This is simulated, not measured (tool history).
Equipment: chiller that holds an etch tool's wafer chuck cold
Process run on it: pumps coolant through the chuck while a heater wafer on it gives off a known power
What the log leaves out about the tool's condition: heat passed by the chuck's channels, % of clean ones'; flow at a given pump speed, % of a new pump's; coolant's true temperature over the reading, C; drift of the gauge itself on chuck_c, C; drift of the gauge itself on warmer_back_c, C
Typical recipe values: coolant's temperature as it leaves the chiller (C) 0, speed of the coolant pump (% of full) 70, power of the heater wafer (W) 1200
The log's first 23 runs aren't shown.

run,hour,coolant's temperature as it leaves the chiller (C),speed of the coolant pump (% of full),power of the heater wafer (W),hours since the coolant was changed and the channels were flushed,hours since the pump was overhauled,hours since the chiller's thermometer was calibrated,chuck's temperature once it has settled (C),how much warmer the coolant comes back (C)
24,772.3,0,85,1359,1201,1013,2801,12.2,5.46
25,801.2,0,63,1200,1230,1042,2830,13.1,6.38
26,828.4,-7,86,1032,1257,1069,2857,1.9,4.07
27,857.6,-7,86,1032,1287,1098,2886,2.2,4.13
28,878.9,-7,86,1032,1308,1120,2908,1.9,4.10
29,916.9,6,70,1200,1346,1158,2946,18.3,5.80
30,935.9,5,75,985,1365,1177,2965,14.4,4.48
31,957.8,3,70,1200,1387,1199,2986,15.2,5.77
32,980.2,7,64,1051,1409,1221,3009,18.6,5.61

Alternative continuations, all from the tool just after run 32; predict every row:
A,1000.1,-2,95,647,1429,1241,3029,?,?
B,1000.1,8,70,747,1429,1241,3029,?,?
C,1000.1,-8,100,1200,1429,1241,3029,?,?

run,chuck's temperature once it has settled (C),how much warmer the coolant comes back (C)
A,3.0,2.36
B,15.4,3.57
C,1.6,4.19
Take away the tool's hidden state, keep each run's random variation, and the runs would have read:
run,chuck's temperature once it has settled (C),how much warmer the coolant comes back (C)
A,3.2,2.30
B,15.5,3.48
C,1.7,4.08

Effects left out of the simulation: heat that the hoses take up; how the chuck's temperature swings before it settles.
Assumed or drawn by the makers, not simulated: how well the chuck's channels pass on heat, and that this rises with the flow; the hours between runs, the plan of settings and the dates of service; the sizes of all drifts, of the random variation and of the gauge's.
